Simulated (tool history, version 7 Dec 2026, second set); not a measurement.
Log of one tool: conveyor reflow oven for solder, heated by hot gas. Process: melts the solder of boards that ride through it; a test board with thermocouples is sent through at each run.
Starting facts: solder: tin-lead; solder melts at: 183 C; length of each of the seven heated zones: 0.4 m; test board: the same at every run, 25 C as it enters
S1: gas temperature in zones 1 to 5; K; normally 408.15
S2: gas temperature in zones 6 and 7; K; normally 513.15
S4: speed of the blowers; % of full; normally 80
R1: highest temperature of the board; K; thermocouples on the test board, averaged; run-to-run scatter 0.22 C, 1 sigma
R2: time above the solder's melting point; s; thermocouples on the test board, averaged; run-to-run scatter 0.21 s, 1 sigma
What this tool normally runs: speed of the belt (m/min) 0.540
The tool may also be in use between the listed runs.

run 1 hour=0.0 | S1=408.15 S2=513.15 speed_of_the_belt_(m/min)=0.540 S4=80 | R1=497.45 R2=71.4
run 2 hour=73.2 | S1=405.15 S2=513.15 speed_of_the_belt_(m/min)=0.540 S4=80 | R1=497.05 R2=70.1
run 3 hour=140.5 | S1=408.15 S2=513.15 speed_of_the_belt_(m/min)=0.540 S4=80 | R1=497.25 R2=71.1
run 4 hour=194.0 | S1=408.15 S2=513.15 speed_of_the_belt_(m/min)=0.540 S4=80 | R1=497.75 R2=71.8
run 5 hour=269.7 | S1=408.15 S2=513.15 speed_of_the_belt_(m/min)=0.540 S4=80 | R1=497.75 R2=71.5
-- hour=282.5 flux residue cleaned out of gas plates and filters
run 6 hour=333.4 | S1=407.15 S2=513.15 speed_of_the_belt_(m/min)=0.540 S4=80 | R1=497.15 R2=70.9
-- hour=362.0 thermocouples of zones 6 and 7 changed
run 7 hour=386.3 | S1=408.15 S2=513.15 speed_of_the_belt_(m/min)=0.472 S4=80 | R1=501.55 R2=85.9
run 8 hour=427.3 | S1=408.15 S2=513.15 speed_of_the_belt_(m/min)=0.472 S4=80 | R1=501.75 R2=85.7
run 9 hour=479.7 | S1=408.15 S2=513.15 speed_of_the_belt_(m/min)=0.472 S4=80 | R1=501.35 R2=86.0
run 10 hour=556.1 | S1=408.15 S2=513.15 speed_of_the_belt_(m/min)=0.472 S4=80 | R1=501.85 R2=85.9
run 11 hour=621.9 | S1=408.15 S2=513.15 speed_of_the_belt_(m/min)=0.472 S4=80 | R1=501.75 R2=86.2
-- hour=701.9 belt drive overhauled, speed set with a stopwatch
run 12 hour=717.3 | S1=408.15 S2=511.15 speed_of_the_belt_(m/min)=0.540 S4=80 | R1=495.85 R2=70.3
run 13 hour=791.3 | S1=408.15 S2=511.15 speed_of_the_belt_(m/min)=0.540 S4=80 | R1=496.25 R2=70.1
run 14 hour=832.8 | S1=408.15 S2=511.15 speed_of_the_belt_(m/min)=0.540 S4=80 | R1=495.85 R2=70.2
-- hour=859.0 flux residue cleaned out of gas plates and filters
run 15 hour=911.5 | S1=400.15 S2=513.15 speed_of_the_belt_(m/min)=0.540 S4=80 | R1=496.25 R2=67.8
run 16 hour=998.4 | S1=408.15 S2=522.15 speed_of_the_belt_(m/min)=0.540 S4=80 | R1=505.65 R2=77.0
run 17 hour=1072.5 | S1=394.15 S2=522.15 speed_of_the_belt_(m/min)=0.517 S4=71 | R1=503.55 R2=73.8
run 18 hour=1115.0 | S1=410.15 S2=502.15 speed_of_the_belt_(m/min)=0.540 S4=80 | R1=488.25 R2=65.3
run 19 hour=1155.0 | S1=410.15 S2=502.15 speed_of_the_belt_(m/min)=0.540 S4=80 | R1=488.35 R2=64.8
run 20 hour=1207.8 | S1=416.15 S2=510.15 speed_of_the_belt_(m/min)=0.540 S4=57 | R1=491.75 R2=69.3
run 21 hour=1251.2 | S1=416.15 S2=510.15 speed_of_the_belt_(m/min)=0.540 S4=57 | R1=491.25 R2=69.4
run 22 hour=1306.9 | S1=416.15 S2=510.15 speed_of_the_belt_(m/min)=0.540 S4=57 | R1=492.15 R2=69.2
run 23 hour=1351.1 | S1=397.15 S2=510.15 speed_of_the_belt_(m/min)=0.596 S4=57 | R1=483.85 R2=47.8
run 24 hour=1416.5 | S1=408.15 S2=511.15 speed_of_the_belt_(m/min)=0.465 S4=55 | R1=495.05 R2=81.0
-- hour=1429.7 flux residue cleaned out of gas plates and filters
run 25 hour=1468.1 | S1=422.15 S2=523.15 speed_of_the_belt_(m/min)=0.571 S4=78 | R1=506.55 R2=78.7
run 26 hour=1519.7 | S1=396.15 S2=523.15 speed_of_the_belt_(m/min)=0.491 S4=63 | R1=504.45 R2=79.6
run 27 hour=1572.0 | S1=420.15 S2=523.15 speed_of_the_belt_(m/min)=0.468 S4=72 | R1=511.15 R2=97.5
run 28 hour=1660.5 | S1=420.15 S2=505.15 speed_of_the_belt_(m/min)=0.525 S4=72 | R1=492.05 R2=74.2
run 29 hour=1724.4 | S1=408.15 S2=513.15 speed_of_the_belt_(m/min)=0.540 S4=60 | R1=493.75 R2=67.9

Predict the results of run 30:
run 30 hour=1792.5 | S1=408.15 S2=513.15 speed_of_the_belt_(m/min)=0.540 S4=60 | R1=? R2=?

R1: 493.15 K
R2: 67.5 s
Take away the tool's hidden state, keep the run-to-run variation as it was, and the same run would have given R1 493.25 K, R2 67.5 s.

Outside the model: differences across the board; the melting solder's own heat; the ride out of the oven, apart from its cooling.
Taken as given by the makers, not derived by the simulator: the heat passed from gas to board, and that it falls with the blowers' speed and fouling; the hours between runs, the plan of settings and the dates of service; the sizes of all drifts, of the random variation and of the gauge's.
